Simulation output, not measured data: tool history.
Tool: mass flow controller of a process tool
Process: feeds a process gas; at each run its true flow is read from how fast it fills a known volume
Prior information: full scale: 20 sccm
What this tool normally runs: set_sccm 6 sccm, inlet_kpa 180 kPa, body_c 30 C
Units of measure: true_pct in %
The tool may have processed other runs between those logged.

| run | hour | set_sccm | inlet_kpa | body_c | true_pct |
|---|---|---|---|---|---|
| 1 | 0 | 6 | 180 | 30 | 98.95 |
| 2 | 462.6 | 6 | 180 | 21 | 98.13 |
| 3 | 680 | 6 | 180 | 21 | 97.99 |
| 4 | 911.6 | 6 | 180 | 21 | 98.05 |
| 5 | 1227.3 | 6 | 180 | 21 | 98.07 |
|  | 1463.8 | controller's zero set anew |
| 6 | 1760.2 | 6 | 180 | 21 | 97.97 |
| 7 | 2262.7 | 6 | 180 | 21 | 98.02 |
| 8 | 2551.7 | 6 | 254 | 30 | 98.48 |
| 9 | 2883.3 | 2 | 222 | 30 | 98.43 |
| 10 | 3368.2 | 5 | 170 | 30 | 99.16 |
| 11 | 3770.1 | 10 | 143 | 23 | 99.17 |

4 options for the next run, each taken on its own from the tool as it stands now. Forecast them:
| A | 4137.3 | 7 | 223 | 31 | ? |
| B | 4137.3 | 7 | 140 | 23 | ? |
| C | 4137.3 | 2 | 170 | 30 | ? |
| D | 4137.3 | 18 | 143 | 23 | ? |

| run | true_pct |
|---|---|
| A | 99.14 |
| B | 98.91 |
| C | 98.77 |
| D | 100.11 |
Take away the tool's hidden state, keep each run's random variation, and the runs would have read:
| run | true_pct |
|---|---|
| A | 98.88 |
| B | 98.66 |
| C | 98.51 |
| D | 99.85 |
